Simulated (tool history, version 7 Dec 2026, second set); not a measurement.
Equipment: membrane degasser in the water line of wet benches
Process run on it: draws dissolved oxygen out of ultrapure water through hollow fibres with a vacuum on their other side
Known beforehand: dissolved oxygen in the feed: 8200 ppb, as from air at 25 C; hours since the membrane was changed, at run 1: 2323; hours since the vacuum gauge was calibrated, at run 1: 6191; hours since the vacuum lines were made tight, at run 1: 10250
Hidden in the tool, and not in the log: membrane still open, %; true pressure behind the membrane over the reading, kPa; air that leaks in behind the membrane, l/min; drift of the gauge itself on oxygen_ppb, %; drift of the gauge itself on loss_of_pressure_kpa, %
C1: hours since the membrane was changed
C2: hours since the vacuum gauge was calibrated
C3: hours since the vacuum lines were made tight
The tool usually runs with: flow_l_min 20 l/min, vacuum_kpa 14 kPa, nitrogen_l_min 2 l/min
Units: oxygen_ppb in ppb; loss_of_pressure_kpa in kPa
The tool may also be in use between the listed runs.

Run 1, hour 0: usual settings; C1 2323; C2 6191; C3 10250. Result: oxygen_ppb 346 ppb, loss_of_pressure_kpa 56.21 kPa.
Run 2, hour 35.1: usual settings; C1 2358; C2 6226; C3 10285. Result: oxygen_ppb 352.2 ppb, loss_of_pressure_kpa 56.42 kPa.
Run 3, hour 77.1: usual settings; C1 2400; C2 6268; C3 10327. Result: oxygen_ppb 352.8 ppb, loss_of_pressure_kpa 56.69 kPa.
Run 4, hour 140.9: usual settings; C1 2464; C2 6332; C3 10391. Result: oxygen_ppb 350.1 ppb, loss_of_pressure_kpa 56.6 kPa.
Run 5, hour 169.5: usual settings but flow_l_min 16 l/min; C1 2493; C2 6360; C3 10420. Result: oxygen_ppb 269.6 ppb, loss_of_pressure_kpa 45.01 kPa.
Run 6, hour 216.2: usual settings but nitrogen_l_min 2.41 l/min; C1 2540; C2 6407; C3 10466. Result: oxygen_ppb 312.7 ppb, loss_of_pressure_kpa 56.58 kPa.
Run 7, hour 251.1: usual settings but nitrogen_l_min 2.19 l/min; C1 2574; C2 6442; C3 10501. Result: oxygen_ppb 334.5 ppb, loss_of_pressure_kpa 56.12 kPa.
Run 8, hour 286.4: usual settings; C1 2610; C2 6477; C3 10537. Result: oxygen_ppb 348.9 ppb, loss_of_pressure_kpa 57.24 kPa.
At hour 293: vacuum gauge calibrated.
Run 9, hour 322: usual settings; C1 2645; C2 29; C3 10572. Result: oxygen_ppb 352.5 ppb, loss_of_pressure_kpa 56.41 kPa.
Run 10, hour 350.2: usual settings but nitrogen_l_min 4.09 l/min; C1 2673; C2 57; C3 10600. Result: oxygen_ppb 232.2 ppb, loss_of_pressure_kpa 56.59 kPa.
Run 11, hour 395.9: usual settings but flow_l_min 28 l/min, vacuum_kpa 25.4 kPa, nitrogen_l_min 2.77 l/min; C1 2719; C2 103; C3 10646. Result: oxygen_ppb 687.9 ppb, loss_of_pressure_kpa 79.45 kPa.
At hour 441.5: seals of the vacuum lines changed.
Run 12, hour 441.5: usual settings but flow_l_min 22 l/min, vacuum_kpa 12.2 kPa, nitrogen_l_min 0.85 l/min; C1 2762; C2 147; C3 0. Result: oxygen_ppb 593.1 ppb, loss_of_pressure_kpa 62.4 kPa.
Run 13, hour 481.1: usual settings but vacuum_kpa 21 kPa; C1 2802; C2 186; C3 40. Result: oxygen_ppb 499.4 ppb, loss_of_pressure_kpa 56.56 kPa.
Run 14, hour 544.8: usual settings but flow_l_min 22 l/min, vacuum_kpa 12.8 kPa, nitrogen_l_min 1.81 l/min; C1 2866; C2 250; C3 103. Result: oxygen_ppb 391.7 ppb, loss_of_pressure_kpa 62.21 kPa.
Run 15, hour 604.8: usual settings but vacuum_kpa 16.7 kPa, nitrogen_l_min 4.61 l/min; C1 2926; C2 310; C3 163. Result: oxygen_ppb 240.4 ppb, loss_of_pressure_kpa 56.29 kPa.
Run 16, hour 641.9: usual settings but flow_l_min 12 l/min, vacuum_kpa 29.6 kPa, nitrogen_l_min 4.61 l/min; C1 2963; C2 347; C3 200. Result: oxygen_ppb 196.9 ppb, loss_of_pressure_kpa 34.46 kPa.

Branching from run 16: 4 alternative next runs. What would each branch give?
At hour 668.5: vacuum gauge calibrated, once more.
Run A, hour 700.7: usual settings but flow_l_min 19 l/min, nitrogen_l_min 3.35 l/min; C1 3021; C2 32; C3 259. Result: oxygen_ppb ?, loss_of_pressure_kpa ?.
At hour 668.5: vacuum gauge calibrated, once more.
Run B, hour 700.7: usual settings but flow_l_min 21 l/min, vacuum_kpa 15.1 kPa, nitrogen_l_min 1.95 l/min; C1 3021; C2 32; C3 259. Result: oxygen_ppb ?, loss_of_pressure_kpa ?.
At hour 668.5: vacuum gauge calibrated, once more.
Run C, hour 700.7: usual settings but flow_l_min 26 l/min, vacuum_kpa 29.6 kPa, nitrogen_l_min 1.42 l/min; C1 3021; C2 32; C3 259. Result: oxygen_ppb ?, loss_of_pressure_kpa ?.
At hour 668.5: vacuum gauge calibrated, once more.
Run D, hour 700.7: usual settings but vacuum_kpa 19.2 kPa; C1 3021; C2 32; C3 259. Result: oxygen_ppb ?, loss_of_pressure_kpa ?.

run  oxygen_ppb  loss_of_pressure_kpa
  A       233.4                 53.85
  B       397.9                 59.56
  C      1094.5                 73.39
  D       454.1                 56.48
Take away the tool's hidden state, keep each run's random variation, and the runs would have read:
run  oxygen_ppb  loss_of_pressure_kpa
  A       225.5                  52.8
  B       388.8                 58.39
  C      1083.2                 71.95
  D       445.5                 55.37

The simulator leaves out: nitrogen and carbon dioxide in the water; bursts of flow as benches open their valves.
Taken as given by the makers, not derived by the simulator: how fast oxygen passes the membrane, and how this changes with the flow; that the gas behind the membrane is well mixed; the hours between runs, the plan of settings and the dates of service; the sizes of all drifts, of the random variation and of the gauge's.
